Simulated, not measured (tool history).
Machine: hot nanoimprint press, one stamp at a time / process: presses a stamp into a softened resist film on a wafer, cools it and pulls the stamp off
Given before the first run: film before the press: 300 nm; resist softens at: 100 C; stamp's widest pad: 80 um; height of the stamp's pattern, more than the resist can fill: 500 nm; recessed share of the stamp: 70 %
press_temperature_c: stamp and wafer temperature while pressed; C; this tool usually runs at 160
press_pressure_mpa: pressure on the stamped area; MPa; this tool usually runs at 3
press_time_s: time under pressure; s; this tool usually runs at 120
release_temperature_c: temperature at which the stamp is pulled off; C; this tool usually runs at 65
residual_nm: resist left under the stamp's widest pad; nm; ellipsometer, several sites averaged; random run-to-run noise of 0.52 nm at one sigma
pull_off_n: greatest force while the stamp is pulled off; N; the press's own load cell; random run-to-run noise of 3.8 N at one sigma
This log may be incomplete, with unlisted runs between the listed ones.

| run | hour | press_temperature_c | press_pressure_mpa | press_time_s | release_temperature_c | residual_nm | pull_off_n |
|---|---|---|---|---|---|---|---|
| 1 | 0 | 160 | 3 | 120 | 65 | 175.7 | 225 |
| 2 | 16 | 155 | 3 | 120 | 65 | 210.1 | 231 |
| 3 | 29.8 | 155 | 3 | 120 | 65 | 210.5 | 228 |
| 4 | 47.6 | 155 | 3 | 120 | 65 | 210.9 | 242 |
| 5 | 57.3 | 160 | 3 | 120 | 65 | 176.1 | 250 |
| 6 | 68.2 | 160 | 3 | 120 | 65 | 176.4 | 242 |
| 7 | 85.6 | 160 | 3 | 106 | 65 | 184 | 242 |
| 8 | 98.7 | 160 | 3 | 106 | 65 | 184.8 | 252 |
| 9 | 114.3 | 160 | 3 | 120 | 67 | 177.4 | 246 |
| 10 | 127.1 | 160 | 3 | 120 | 65 | 177.7 | 255 |
| 11 | 140.3 | 160 | 3 | 120 | 65 | 177.8 | 250 |
| 12 | 156 | 160 | 3 | 120 | 65 | 177.9 | 265 |
| 13 | 170.2 | 160 | 3 | 120 | 65 | 177.8 | 264 |
| 14 | 180.5 | 163 | 3 | 189 | 72 | 133.3 | 241 |
| 15 | 193.8 | 163 | 3 | 189 | 72 | 133.8 | 234 |

Predict the results of run 16:
|  | 198.2 | plate thermocouple calibrated |
| 16 | 206.1 | 160 | 3 | 201 | 65 | ? | ? |

residual_nm: 151.5 nm
pull_off_n: 261 N
Had the tool carried no hidden state, the very same run would have given residual_nm 145 nm, pull_off_n 176 N.
